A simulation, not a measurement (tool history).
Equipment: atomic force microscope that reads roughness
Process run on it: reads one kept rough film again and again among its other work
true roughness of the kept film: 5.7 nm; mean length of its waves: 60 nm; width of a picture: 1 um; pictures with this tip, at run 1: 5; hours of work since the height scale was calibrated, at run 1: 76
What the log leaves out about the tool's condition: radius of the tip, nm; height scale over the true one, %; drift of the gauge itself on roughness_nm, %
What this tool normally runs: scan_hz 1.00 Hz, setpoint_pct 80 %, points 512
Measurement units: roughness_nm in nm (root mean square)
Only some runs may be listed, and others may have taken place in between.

run   hour  scan_hz  setpoint_pct  points  pictures with this tip  hours of work since the height scale was calibrated  roughness_nm
  1    0.0     1.00            80     512                       5                                                   76         5.144
  2   17.8     1.00            80     921                      38                                                   85         5.032
  3   51.0     1.00            80     921                     100                                                  103         4.819
      58.8  -- new tip fitted
  4   75.2     1.00            80     921                      30                                                  116         5.053
  5   93.0     1.00            80     921                      63                                                  125         4.933
     120.4  -- new tip fitted
  6  123.5     1.00            80     512                       6                                                  141         5.122
  7  151.4     1.00            80     512                      58                                                  156         4.971
  8  165.5     1.00            80     512                      85                                                  164         4.890
     183.5  -- new tip fitted
  9  195.0     1.00            80     512                      22                                                  179         5.100
 10  213.9     1.00            80     512                      57                                                  189         4.971
     244.2  -- new tip fitted
 11  245.8     1.52            68     288                       3                                                  206         5.200
 12  265.7     1.86            80     887                      40                                                  217         4.851
 13  281.5     1.86            80     887                      69                                                  225         4.734
     305.4  -- new tip fitted
 14  309.2     1.86            80     887                       7                                                  240         4.915
 15  332.1     1.61            80     887                      50                                                  252         4.871
 16  350.2     1.08            61     344                      84                                                  262         5.017
     366.2  -- new tip fitted
 17  371.0     3.34            61     317                       8                                                  272         5.080

3 options for the next run, each taken on its own from the tool as it stands now. Forecast them:
  A  387.0     0.88            80     647                      38                                                  281             ?
  B  387.0     1.00            80     546                      38                                                  281             ?
  C  387.0     1.00            80     359                      38                                                  281             ?

run  roughness_nm
  A         5.011
  B         5.019
  C         4.995
What these runs would have given with no unlogged condition in the tool:
run  roughness_nm
  A         5.191
  B         5.199
  C         5.175
